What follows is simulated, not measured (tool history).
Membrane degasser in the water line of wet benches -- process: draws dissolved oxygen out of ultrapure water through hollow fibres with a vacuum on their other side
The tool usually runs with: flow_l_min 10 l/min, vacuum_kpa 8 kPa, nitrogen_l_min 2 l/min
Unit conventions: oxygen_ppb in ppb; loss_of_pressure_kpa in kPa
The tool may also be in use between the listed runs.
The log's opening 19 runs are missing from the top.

| run | hour | flow_l_min | vacuum_kpa | nitrogen_l_min | oxygen_ppb | loss_of_pressure_kpa |
|---|---|---|---|---|---|---|
| 20 | 1595.2 | 10 | 8 | 2.15 | 316.2 | 25.93 |
|  | 1602.7 | vacuum gauge calibrated |
| 21 | 1668.1 | 10 | 8 | 2.15 | 319.6 | 26.02 |
| 22 | 1736.9 | 10 | 8 | 2.15 | 320.1 | 25.9 |
| 23 | 1824.1 | 7 | 5.14 | 0.86 | 162.9 | 18.09 |
|  | 1867.5 | vacuum gauge calibrated, once more |
| 24 | 1929.2 | 7 | 5.14 | 0.86 | 158 | 18.15 |
| 25 | 1980.5 | 7 | 5.14 | 0.86 | 159.3 | 18.35 |
| 26 | 2072.4 | 7 | 9.14 | 1.43 | 190 | 18.26 |
| 27 | 2173.2 | 9 | 15.99 | 2 | 350.5 | 23.22 |
| 28 | 2253.6 | 11 | 11.12 | 2.03 | 426.2 | 28.45 |
| 29 | 2362.9 | 8 | 8 | 2 | 211.7 | 20.82 |
| 30 | 2443.9 | 8 | 4.91 | 1.45 | 191.2 | 20.78 |
| 31 | 2554.1 | 8 | 4.91 | 1.45 | 188.5 | 20.68 |

Alternative continuations, all from the tool just after run 31; predict every row:
| A | 2616.6 | 9 | 5.13 | 1.45 | ? | ? |
| B | 2616.6 | 13 | 7.72 | 5.53 | ? | ? |
| C | 2616.6 | 12 | 17.49 | 5.03 | ? | ? |
| D | 2616.6 | 11 | 15.21 | 2.71 | ? | ? |
| E | 2616.6 | 8 | 16.72 | 1.45 | ? | ? |

| run | oxygen_ppb | loss_of_pressure_kpa |
|---|---|---|
| A | 248.8 | 23.43 |
| B | 463.8 | 33.87 |
| C | 464.5 | 31.09 |
| D | 436 | 28.76 |
| E | 344.1 | 20.7 |
What these runs would have given with no unlogged condition in the tool:
| run | oxygen_ppb | loss_of_pressure_kpa |
|---|---|---|
| A | 238 | 23.14 |
| B | 447.4 | 33.44 |
| C | 449 | 30.7 |
| D | 421.9 | 28.4 |
| E | 333.7 | 20.44 |

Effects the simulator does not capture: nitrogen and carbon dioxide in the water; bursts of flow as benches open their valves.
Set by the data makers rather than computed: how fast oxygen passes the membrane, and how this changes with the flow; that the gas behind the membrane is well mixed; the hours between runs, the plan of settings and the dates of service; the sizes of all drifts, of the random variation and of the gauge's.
